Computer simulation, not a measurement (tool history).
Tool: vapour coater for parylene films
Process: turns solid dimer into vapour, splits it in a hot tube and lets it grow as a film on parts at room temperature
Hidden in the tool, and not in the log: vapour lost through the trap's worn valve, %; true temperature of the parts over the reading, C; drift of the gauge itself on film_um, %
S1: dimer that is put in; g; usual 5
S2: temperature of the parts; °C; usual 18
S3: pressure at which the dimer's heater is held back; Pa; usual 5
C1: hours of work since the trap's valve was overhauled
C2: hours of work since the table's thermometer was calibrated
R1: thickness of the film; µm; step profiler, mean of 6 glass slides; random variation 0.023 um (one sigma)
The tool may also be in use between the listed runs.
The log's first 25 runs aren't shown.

{"run": 26, "hour": 797.5, "S1": 5, "S2": 11, "S3": 5.48, "C1": 143, "C2": 455, "R1": 4.27}
{"run": 27, "hour": 839.1, "S1": 9, "S2": 12, "S3": 2.19, "C1": 163, "C2": 475, "R1": 8.78}
{"run": 28, "hour": 882.9, "S1": 2, "S2": 10, "S3": 3.58, "C1": 184, "C2": 496, "R1": 1.85}
{"run": 29, "hour": 913.5, "S1": 2, "S2": 10, "S3": 3.58, "C1": 199, "C2": 510, "R1": 1.88}
{"run": 30, "hour": 944.4, "S1": 5, "S2": 13, "S3": 5, "C1": 213, "C2": 525, "R1": 4.12}
{"run": 31, "hour": 963.2, "S1": 5, "S2": 13, "S3": 5, "C1": 222, "C2": 534, "R1": 4.1}
{"run": 32, "hour": 981.9, "S1": 4, "S2": 13, "S3": 5, "C1": 231, "C2": 543, "R1": 3.32}
{"run": 33, "hour": 1006.4, "S1": 4, "S2": 13, "S3": 5, "C1": 243, "C2": 555, "R1": 3.27}
{"run": 34, "hour": 1027.4, "S1": 4, "S2": 10, "S3": 5, "C1": 253, "C2": 565, "R1": 3.5}
{"run": 35, "hour": 1053.3, "S1": 4, "S2": 10, "S3": 5, "C1": 265, "C2": 577, "R1": 3.53}
{"run": 36, "hour": 1094.6, "S1": 4, "S2": 10, "S3": 5, "C1": 285, "C2": 597, "R1": 3.49}
{"run": 37, "hour": 1134.8, "S1": 7, "S2": 15, "S3": 11.06, "C1": 304, "C2": 616, "R1": 4.76}
{"hour": 1156.4, "done": "trap's valve overhauled"}
{"run": 38, "hour": 1168.8, "S1": 7, "S2": 19, "S3": 4.19, "C1": 6, "C2": 630, "R1": 5.2}
{"run": 39, "hour": 1202.1, "S1": 7, "S2": 19, "S3": 4.19, "C1": 22, "C2": 646, "R1": 5.23}
{"run": 40, "hour": 1234.3, "S1": 4, "S2": 19, "S3": 11.61, "C1": 37, "C2": 661, "R1": 2.49}
{"run": 41, "hour": 1265.8, "S1": 4, "S2": 23, "S3": 10.11, "C1": 52, "C2": 676, "R1": 2.32}
{"run": 42, "hour": 1291.4, "S1": 4, "S2": 23, "S3": 10.11, "C1": 64, "C2": 688, "R1": 2.3}
{"run": 43, "hour": 1317.5, "S1": 4, "S2": 23, "S3": 10.11, "C1": 77, "C2": 701, "R1": 2.29}
{"run": 44, "hour": 1337.7, "S1": 7, "S2": 14, "S3": 7.63, "C1": 86, "C2": 710, "R1": 5.26}
{"run": 45, "hour": 1360.4, "S1": 7, "S2": 14, "S3": 7.63, "C1": 97, "C2": 721, "R1": 5.21}
{"run": 46, "hour": 1392.2, "S1": 4, "S2": 12, "S3": 5, "C1": 112, "C2": 736, "R1": 3.39}

Forecast each of these 3 alternatives for the next run:
{"run": "A", "hour": 1434.4, "S1": 5, "S2": 26, "S3": 7.77, "C1": 132, "C2": 757, "R1": "?"}
{"run": "B", "hour": 1434.4, "S1": 7, "S2": 24, "S3": 5, "C1": 132, "C2": 757, "R1": "?"}
{"run": "C", "hour": 1434.4, "S1": 4, "S2": 29, "S3": 5, "C1": 132, "C2": 757, "R1": "?"}

run=A R1=2.87
run=B R1=4.45
run=C R1=2.29
Without the tool's hidden state the same runs would have given:
run=A R1=2.87
run=B R1=4.46
run=C R1=2.3

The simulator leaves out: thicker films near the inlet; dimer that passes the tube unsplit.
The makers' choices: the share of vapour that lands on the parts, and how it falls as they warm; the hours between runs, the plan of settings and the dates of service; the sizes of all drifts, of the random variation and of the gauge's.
